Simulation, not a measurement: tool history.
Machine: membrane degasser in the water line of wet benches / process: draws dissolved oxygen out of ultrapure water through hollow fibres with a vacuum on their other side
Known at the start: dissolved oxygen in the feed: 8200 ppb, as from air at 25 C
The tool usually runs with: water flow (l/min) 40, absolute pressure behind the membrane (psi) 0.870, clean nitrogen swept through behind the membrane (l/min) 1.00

run     day  water flow (l/min)  absolute pressure behind the membrane (psi)  clean nitrogen swept through behind the membrane (l/min)  dissolved oxygen in the water behind the degasser (ppb)  pressure that the water loses in the fibres (psi)
  1   0.000                  40                                        0.870                                                      1.00                                                    225.3                                              6.026
  2   2.567                  40                                        0.870                                                      1.00                                                    219.2                                              6.057
  3   4.488                  40                                        0.870                                                      0.48                                                    373.7                                              6.118
  4   7.038                  40                                        0.870                                                      0.48                                                    374.9                                              6.028
  5   8.512                  46                                        0.870                                                      1.00                                                    253.4                                              7.015
  6  11.438                  40                                        0.870                                                      1.00                                                    221.5                                              6.047
  7  13.962                  40                                        0.870                                                      1.00                                                    222.9                                              6.097
  8  15.625                  40                                        0.870                                                      1.92                                                    131.9                                              6.150
  9  18.388                  40                                        0.870                                                      1.46                                                    163.8                                              6.163
 10  20.904                  40                                        0.870                                                      2.97                                                     91.6                                              6.129
 11  23.688                  40                                        0.870                                                      2.97                                                     91.3                                              6.123
 12  25.138                  40                                        1.320                                                      0.50                                                    736.4                                              6.080
 13  26.912                  42                                        1.701                                                      2.54                                                    316.3                                              6.377
 14  30.154                  40                                        0.592                                                      1.00                                                     75.3                                              6.123
 15  32.267                  40                                        0.592                                                      1.00                                                     74.7                                              6.097
 16  34.517                  40                                        0.592                                                      1.00                                                     75.2                                              6.113
 17  36.696                  31                                        0.712                                                      0.88                                                    122.6                                              4.770
 18  38.675                  40                                        0.850                                                      1.53                                                    152.7                                              6.119
 19  41.029                  25                                        0.877                                                      0.70                                                    203.8                                              3.839
 20  44.121                  25                                        0.877                                                      0.70                                                    204.3                                              3.862

The log once held 2 entries between its listed runs, left out of this copy. Where does each go, and what is different about the tool's unlogged condition between the listed run before it and the listed run after it?
Runs 5 to 6: vacuum gauge calibrated (day 10.312)
  drift of the gauge itself on loss_of_pressure_kpa, %: 0.31 -> 0.42
  measured less the result without the state, pressure that the water loses in the fibres (psi): +0.023 -> +0.025
Runs 14 to 15: seals of the vacuum lines changed (day 32.033)
  air that leaks in behind the membrane, l/min: 0.0022 -> 0.002; drift of the gauge itself on loss_of_pressure_kpa, %: 1.1 -> 1.17
  measured less the result without the state, pressure that the water loses in the fibres (psi): +0.067 -> +0.073
